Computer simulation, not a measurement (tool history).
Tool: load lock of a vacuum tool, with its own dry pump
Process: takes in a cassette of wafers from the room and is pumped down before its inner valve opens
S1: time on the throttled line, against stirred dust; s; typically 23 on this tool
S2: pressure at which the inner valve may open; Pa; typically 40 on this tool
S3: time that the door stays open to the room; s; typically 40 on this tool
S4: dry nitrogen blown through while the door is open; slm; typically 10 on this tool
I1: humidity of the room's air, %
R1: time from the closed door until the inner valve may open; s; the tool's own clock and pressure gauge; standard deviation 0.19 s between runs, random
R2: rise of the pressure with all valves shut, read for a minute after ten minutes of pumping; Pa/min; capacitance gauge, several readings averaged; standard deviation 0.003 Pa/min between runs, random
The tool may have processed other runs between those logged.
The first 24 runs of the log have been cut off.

{"run": 25, "hour": 3391.0, "S1": 25, "S2": 40, "S3": 142, "S4": 26, "I1": 42.3, "R1": 40.4, "R2": 0.066}
{"run": 26, "hour": 3521.4, "S1": 23, "S2": 30, "S3": 40, "S4": 10, "I1": 47, "R1": 40.1, "R2": 0.064}
{"run": 27, "hour": 3694.2, "S1": 23, "S2": 30, "S3": 40, "S4": 10, "I1": 47.2, "R1": 40.3, "R2": 0.062}
{"run": 28, "hour": 3877.9, "S1": 21, "S2": 39, "S3": 155, "S4": 24, "I1": 44.4, "R1": 38, "R2": 0.075}
{"run": 29, "hour": 3998.0, "S1": 21, "S2": 39, "S3": 155, "S4": 24, "I1": 46.6, "R1": 38.4, "R2": 0.081}
{"run": 30, "hour": 4125.5, "S1": 23, "S2": 40, "S3": 212, "S4": 7, "I1": 44, "R1": 39.3, "R2": 0.121}
{"run": 31, "hour": 4319.9, "S1": 33, "S2": 40, "S3": 212, "S4": 7, "I1": 48.8, "R1": 46.1, "R2": 0.132}
{"run": 32, "hour": 4480.3, "S1": 22, "S2": 35, "S3": 42, "S4": 4, "I1": 49.5, "R1": 39, "R2": 0.09}
{"run": 33, "hour": 4678.2, "S1": 18, "S2": 40, "S3": 40, "S4": 8, "I1": 46.2, "R1": 36.4, "R2": 0.08}
{"run": 34, "hour": 4781.7, "S1": 34, "S2": 40, "S3": 40, "S4": 31, "I1": 46.2, "R1": 46.8, "R2": 0.063}
{"run": 35, "hour": 4959.9, "S1": 23, "S2": 40, "S3": 82, "S4": 19, "I1": 45.6, "R1": 39.7, "R2": 0.078}
{"run": 36, "hour": 5045.9, "S1": 23, "S2": 40, "S3": 82, "S4": 19, "I1": 42.6, "R1": 39.7, "R2": 0.08}
{"run": 37, "hour": 5201.4, "S1": 14, "S2": 40, "S3": 82, "S4": 19, "I1": 44.1, "R1": 33.6, "R2": 0.083}

Below are 3 alternative next runs, each starting from the tool's condition after run 37. Predict each:
{"run": "A", "hour": 5394.7, "S1": 13, "S2": 40, "S3": 72, "S4": 24, "I1": 46.4, "R1": "?", "R2": "?"}
{"run": "B", "hour": 5394.7, "S1": 23, "S2": 56, "S3": 237, "S4": 38, "I1": 44.6, "R1": "?", "R2": "?"}
{"run": "C", "hour": 5394.7, "S1": 19, "S2": 40, "S3": 40, "S4": 41, "I1": 43.7, "R1": "?", "R2": "?"}

run=A R1=33.1 R2=0.077
run=B R1=38.6 R2=0.092
run=C R1=36.8 R2=0.057
Had the tool no hidden state, the same runs would have come out as:
run=A R1=29.4 R2=0.038
run=B R1=35.7 R2=0.054
run=C R1=33.5 R2=0.018
